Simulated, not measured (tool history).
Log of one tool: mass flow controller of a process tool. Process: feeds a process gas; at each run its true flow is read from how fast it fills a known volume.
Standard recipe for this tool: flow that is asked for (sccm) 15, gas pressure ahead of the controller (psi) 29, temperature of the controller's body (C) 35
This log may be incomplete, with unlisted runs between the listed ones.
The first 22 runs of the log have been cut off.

| run | hour | flow that is asked for (sccm) | gas pressure ahead of the controller (psi) | temperature of the controller's body (C) | hours of work since the controller was set to zero | hours of work since the controller was changed | true flow (%) |
|---|---|---|---|---|---|---|---|
| 23 | 6272.8 | 15 | 29 | 35 | 4783 | 4783 | 94.71 |
| 24 | 6591.3 | 15 | 29 | 35 | 4924 | 4924 | 94.74 |
| 25 | 6894.3 | 26 | 29 | 35 | 5059 | 5059 | 95.95 |
|  | 6987.1 | controller's zero set anew |
| 26 | 7094 | 26 | 29 | 25 | 47 | 5147 | 97.57 |
| 27 | 7412.4 | 26 | 29 | 25 | 189 | 5288 | 97.52 |
| 28 | 7801.5 | 7 | 29 | 25 | 361 | 5461 | 96.37 |
| 29 | 8149.4 | 8 | 29 | 35 | 516 | 5615 | 95.92 |
| 30 | 8541.7 | 8 | 29 | 35 | 690 | 5789 | 95.73 |
| 31 | 8884.7 | 8 | 29 | 35 | 842 | 5941 | 95.62 |
| 32 | 9272.1 | 22 | 26.4 | 39 | 1013 | 6113 | 96.35 |
| 33 | 9455.7 | 12 | 27.8 | 39 | 1095 | 6194 | 95.54 |
| 34 | 9808.6 | 12 | 27.8 | 39 | 1251 | 6351 | 95.33 |
| 35 | 10094 | 20 | 24.7 | 39 | 1378 | 6478 | 95.93 |
| 36 | 10459.6 | 6 | 29 | 35 | 1540 | 6640 | 94.34 |
| 37 | 10715.4 | 35 | 34.1 | 35 | 1654 | 6753 | 96.45 |
| 38 | 11110.2 | 35 | 34.1 | 35 | 1829 | 6928 | 96.41 |
| 39 | 11343.2 | 15 | 29 | 27 | 1932 | 7032 | 95.8 |
| 40 | 11752.2 | 13 | 38.9 | 35 | 2113 | 7213 | 94.67 |
| 41 | 12041.4 | 25 | 22.9 | 37 | 2242 | 7341 | 96.06 |
| 42 | 12367.2 | 15 | 23.6 | 35 | 2386 | 7486 | 95.33 |
| 43 | 12707.7 | 15 | 23.6 | 35 | 2537 | 7637 | 95.2 |
| 44 | 13024.6 | 30 | 24.5 | 26 | 2678 | 7777 | 96.67 |
| 45 | 13294.1 | 30 | 24.5 | 26 | 2797 | 7897 | 96.52 |
| 46 | 13600.4 | 30 | 24.5 | 26 | 2933 | 8033 | 96.46 |
| 47 | 13986.9 | 30 | 24.5 | 26 | 3105 | 8204 | 96.25 |

Forecast each of these 3 alternatives for the next run:
| A | 14385.6 | 39 | 24.5 | 23 | 3281 | 8381 | ? |
| B | 14385.6 | 7 | 27.3 | 32 | 3281 | 8381 | ? |
| C | 14385.6 | 15 | 26.5 | 26 | 3281 | 8381 | ? |

| run | true flow (%) |
|---|---|
| A | 96.86 |
| B | 92.88 |
| C | 94.91 |
The same runs, with their run-to-run variation unchanged, on a tool lacking any hidden condition would have given:
| run | true flow (%) |
|---|---|
| A | 99.81 |
| B | 98.29 |
| C | 98.72 |
